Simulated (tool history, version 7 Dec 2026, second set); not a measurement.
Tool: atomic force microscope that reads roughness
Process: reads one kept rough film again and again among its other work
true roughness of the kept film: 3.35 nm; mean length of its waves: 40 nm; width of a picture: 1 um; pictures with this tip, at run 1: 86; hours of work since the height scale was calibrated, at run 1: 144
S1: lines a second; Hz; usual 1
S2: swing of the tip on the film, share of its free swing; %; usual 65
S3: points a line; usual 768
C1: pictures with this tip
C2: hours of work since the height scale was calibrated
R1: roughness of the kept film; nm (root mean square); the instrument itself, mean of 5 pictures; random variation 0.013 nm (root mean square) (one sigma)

run     day    S1  S2   S3   C1   C2     R1
  1       0     1  65  768   86  144  2.962
  2   0.275     1  65  768   93  147  2.975
  3   0.533  3.72  65  768  100  149  2.834
  4   0.704  3.72  65  768  104  151  2.823
  5   1.088  3.72  65  768  113  154    2.8
  6   1.271  3.72  65  768  118  156  2.811
  7   1.642  3.72  65  768  127  160   2.79
  8   1.825  3.72  65  768  132  162  2.779
  9   2.142  3.72  57  768  140  165  2.835
 10   2.433  3.72  57  528  147  167  2.815
 11   2.808  3.72  57  528  156  171  2.798
 12   3.083     1  70  768  163  174  2.844
 13   3.425  2.29  65  768  171  177  2.797
 14   3.679  2.29  65  768  178  179  2.786
 15   3.917     1  65  324  184  182   2.82
 16   4.225   3.3  65  768  191  185  2.715
        4.3  -- height scale calibrated on a step standard
 17   4.646   3.3  65  768  201    3  2.701
 18   4.842   3.3  65  768  205    5  2.719
 19   5.067     1  65  566  211    7  2.792
 20   5.283     1  65  736  216    9  2.782
 21   5.554     1  65  461  223   12  2.771
 22   5.821     1  65  461  230   15  2.752
 23   6.112     1  65  461  237   17  2.752
 24     6.3  1.13  65  768  242   19  2.765
      6.579  -- height scale calibrated on a step standard, once more
 25   6.621  1.13  65  768  249    0  2.758
 26   6.912  1.13  65  768  256    3  2.731
 27   7.321   1.9  86  768  266    7  2.509
 28   7.692     1  60  560  275   11  2.738
 29   8.083     1  86  689  285   15  2.614
 30   8.417     1  65  333  293   18  2.682
 31   8.642  0.64  78  760  299   20  2.657
 32   8.992  0.64  78  760  307   23  2.649
 33   9.279  0.64  78  760  314   26  2.659
 34   9.592  1.39  73  315  322   29  2.574
      9.667  -- new tip fitted
 35   9.788     1  80  768    3   31  3.047
 36  10.096     1  80  768   10   34  3.054
 37  10.475  2.29  84  627   20   37  2.841
 38  10.704  2.29  84  627   25   39  2.824
 39  10.921  2.72  70  557   31   42  2.941
 40  11.125  2.72  70  557   36   44  2.952
 41  11.392  1.46  65  833   42   46  3.017
 42  11.662     1  87  524   49   49  2.929
 43  11.917  0.93  57  583   55   51  3.019
 44  12.142  1.46  67  877   61   53  2.989
 45  12.542     1  61  768   71   57  3.019
 46  12.946     1  61  768   81   61  3.008
 47  13.162     1  86  381   86   63  2.882
 48  13.412     1  56  397   92   66  2.982
 49    13.8     1  64  842  102   69  2.957
 50  14.104  1.84  65  481  110   72  2.921
 51  14.425  1.18  68  768  118   75  2.902
 52  14.825     1  75  768  128   79  2.879

Forecast each of these 5 alternatives for the next run:
  A  15.096     1  65  419  134  82   ?
  B  15.096     1  74  768  134  82   ?
  C  15.096     1  78  706  134  82   ?
  D  15.096  0.56  71  768  134  82   ?
  E  15.096     1  56  768  134  82   ?

run     R1
  A  2.885
  B  2.828
  C  2.861
  D  2.907
  E  2.927
Without the tool's hidden state the same runs would have given:
run     R1
  A  3.091
  B   3.03
  C  3.066
  D  3.116
  E  3.136

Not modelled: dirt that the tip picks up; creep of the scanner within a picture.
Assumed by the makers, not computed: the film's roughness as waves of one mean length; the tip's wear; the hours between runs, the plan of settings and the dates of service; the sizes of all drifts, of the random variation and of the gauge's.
